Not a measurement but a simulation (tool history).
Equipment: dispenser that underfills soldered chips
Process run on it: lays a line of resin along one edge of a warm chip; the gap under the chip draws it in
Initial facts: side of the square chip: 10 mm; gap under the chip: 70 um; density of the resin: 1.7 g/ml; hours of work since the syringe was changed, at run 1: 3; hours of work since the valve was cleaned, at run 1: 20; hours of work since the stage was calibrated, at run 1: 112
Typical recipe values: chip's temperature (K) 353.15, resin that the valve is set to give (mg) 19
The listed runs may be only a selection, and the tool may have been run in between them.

run   hour  chip's temperature (K)  resin that the valve is set to give (mg)  hours of work since the syringe was changed  hours of work since the valve was cleaned  hours of work since the stage was calibrated  time until the resin shows at the far edge (s)  resin that the valve gave (mg)
  1      0                  353.15                                        19                                            3                                         20                                           112                                            49.1                           18.68
       9.5  -- new syringe of resin
  2   11.7                  353.15                                        19                                            1                                         27                                           119                                            45.1                           18.55
  3   20.7                  353.15                                        19                                            7                                         32                                           124                                            61.6                           18.46
      24.3  -- new syringe of resin
  4     35                  360.15                                        19                                            7                                         41                                           133                                            47.5                           18.21
        39  -- new syringe of resin
  5   50.4                  360.15                                        19                                            7                                         50                                           142                                            49.4                           18.06
      53.1  -- new syringe of resin
  6   59.3                  360.15                                        19                                            4                                         55                                           147                                            42.6                           17.96
  7   66.5                  353.15                                        19                                            8                                         59                                           151                                            67.5                           17.98
      68.1  -- new syringe of resin
  8   76.3                  353.15                                        19                                            5                                         65                                           157                                            55.6                           17.82
      82.6  -- new syringe of resin
  9   83.7                  353.15                                        19                                            1                                         70                                           162                                            42.5                           17.88
      97.1  -- new syringe of resin
 10   99.3                  353.15                                        19                                            1                                         79                                           171                                            44.3                           17.67
     111.4  -- new syringe of resin
 11  112.2                  357.15                                        19                                            0                                         87                                           179                                            38.2                            17.5
 12  119.5                  349.15                                        19                                            5                                         91                                           183                                            62.5                           17.39
     126.7  -- new syringe of resin
 13  129.4                  349.15                                        19                                            2                                         97                                           189                                            51.2                           17.32
     140.6  -- new syringe of resin
 14  142.4                  364.15                                      19.2                                            1                                        105                                           197                                            31.9                           17.52
 15  151.3                  364.15                                      19.2                                            7                                        110                                           202                                            43.4                           17.33
     155.3  -- new syringe of resin
 16  161.2                  343.15                                      17.9                                            4                                        116                                           208                                            69.9                           16.05
       168  -- dispensing valve cleaned and set on the balance
 17    169                  363.15                                      16.7                                            8                                          1                                           212                                            48.1                           16.52
     170.7  -- new syringe of resin
 18  177.1                  342.15                                      16.5                                            4                                          5                                           217                                            71.9                           16.43
     185.6  -- new syringe of resin
 19  187.3                  342.15                                      16.5                                            1                                         11                                           223                                            62.9                           16.32

Hidden state or all else? Some run-to-run changes of time until the resin shows at the far edge (s), split into what the settings, what came in and random variation would give without the hidden state, and what is left for the hidden state (with any gauge scatter that isn't in both results):
The tool's hidden condition here consists of: resin's viscosity, % of fresh resin's; dose that the valve gives, % of what is set; true chip temperature over the reading, C; drift of the gauge itself on fill_s, %; drift of the gauge itself on given_mg, %.
Run 6 -> 7: chip's temperature (K) 360.15 -> 353.15. time until the resin shows at the far edge (s) +24.9: hidden state +17, all else +7.9.
Run 15 -> 16: chip's temperature (K) 364.15 -> 343.15, resin that the valve is set to give (mg) 19.2 -> 17.9, new syringe of resin. time until the resin shows at the far edge (s) +26.5: hidden state -0.6, all else +27.1.
